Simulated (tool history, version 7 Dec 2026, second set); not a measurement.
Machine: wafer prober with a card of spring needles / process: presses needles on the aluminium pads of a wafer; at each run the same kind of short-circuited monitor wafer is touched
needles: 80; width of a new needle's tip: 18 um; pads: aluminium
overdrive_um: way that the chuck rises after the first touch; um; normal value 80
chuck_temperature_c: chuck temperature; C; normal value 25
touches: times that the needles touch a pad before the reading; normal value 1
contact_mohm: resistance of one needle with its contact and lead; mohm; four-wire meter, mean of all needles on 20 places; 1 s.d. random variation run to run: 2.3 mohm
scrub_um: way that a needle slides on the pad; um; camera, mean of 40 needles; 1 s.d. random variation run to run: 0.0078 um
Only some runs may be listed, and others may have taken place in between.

Run 1, hour 0: usual settings. Result: contact_mohm 254 mohm, scrub_um 16.631 um.
At hour 23.8: tips cleaned on abrasive film.
Run 2, hour 35.1: usual settings. Result: contact_mohm 255 mohm, scrub_um 16.645 um.
At hour 49: tips cleaned on abrasive film.
At hour 72.8: tips cleaned on abrasive film.
Run 3, hour 79.1: usual settings. Result: contact_mohm 251 mohm, scrub_um 16.624 um.
At hour 98: tips cleaned on abrasive film.
At hour 122.1: tips cleaned on abrasive film.
Run 4, hour 122.1: usual settings. Result: contact_mohm 256 mohm, scrub_um 16.612 um.
At hour 147.4: tips cleaned on abrasive film.
At hour 173: tips cleaned on abrasive film.
Run 5, hour 173: usual settings. Result: contact_mohm 256 mohm, scrub_um 16.629 um.
At hour 201.8: tips cleaned on abrasive film.
At hour 226.6: tips cleaned on abrasive film.
Run 6, hour 228.5: usual settings. Result: contact_mohm 255 mohm, scrub_um 16.633 um.
At hour 248.8: height of the first contact set anew.
At hour 251.7: tips cleaned on abrasive film.
Run 7, hour 256.9: usual settings but chuck_temperature_c 38 C. Result: contact_mohm 259 mohm, scrub_um 16.636 um.
At hour 275.6: tips cleaned on abrasive film.
Run 8, hour 289.1: usual settings but overdrive_um 93 um. Result: contact_mohm 255 mohm, scrub_um 19.338 um.
At hour 303.2: tips cleaned on abrasive film.
Run 9, hour 318.4: usual settings but overdrive_um 93 um. Result: contact_mohm 256 mohm, scrub_um 19.321 um.
At hour 331.2: tips cleaned on abrasive film.
Run 10, hour 345.2: usual settings but overdrive_um 93 um. Result: contact_mohm 252 mohm, scrub_um 19.323 um.
At hour 355.8: tips cleaned on abrasive film.
At hour 382.4: tips cleaned on abrasive film.
Run 11, hour 404: usual settings. Result: contact_mohm 255 mohm, scrub_um 16.634 um.
At hour 409: tips cleaned on abrasive film.
At hour 434.1: tips cleaned on abrasive film.
Run 12, hour 445.8: usual settings. Result: contact_mohm 260 mohm, scrub_um 16.64 um.
At hour 460.6: tips cleaned on abrasive film.
At hour 485.7: tips cleaned on abrasive film.
Run 13, hour 498.9: usual settings but chuck_temperature_c 81 C. Result: contact_mohm 270 mohm, scrub_um 16.636 um.
At hour 512.9: tips cleaned on abrasive film.
Run 14, hour 527.4: usual settings but chuck_temperature_c 81 C. Result: contact_mohm 274 mohm, scrub_um 16.63 um.
At hour 536.7: tips cleaned on abrasive film.
At hour 545: height of the first contact set anew.
Run 15, hour 556.9: usual settings but chuck_temperature_c 81 C. Result: contact_mohm 267 mohm, scrub_um 16.636 um.
At hour 561: tips cleaned on abrasive film.
At hour 587.5: tips cleaned on abrasive film.
Run 16, hour 597.6: usual settings but overdrive_um 83 um, chuck_temperature_c 33 C, touches 2. Result: contact_mohm 256 mohm, scrub_um 17.239 um.

What will run 17 give?
At hour 612.9: tips cleaned on abrasive film.
At hour 639.7: tips cleaned on abrasive film.
Run 17, hour 647.9: usual settings but overdrive_um 90 um, chuck_temperature_c 40 C. Result: contact_mohm ?, scrub_um ?.

Run 17 yielded contact_mohm 257 mohm, scrub_um 18.717 um.
With the hidden condition absent and the run-to-run variation left alone, this run would have shown contact_mohm 257 mohm, scrub_um 18.718 um.
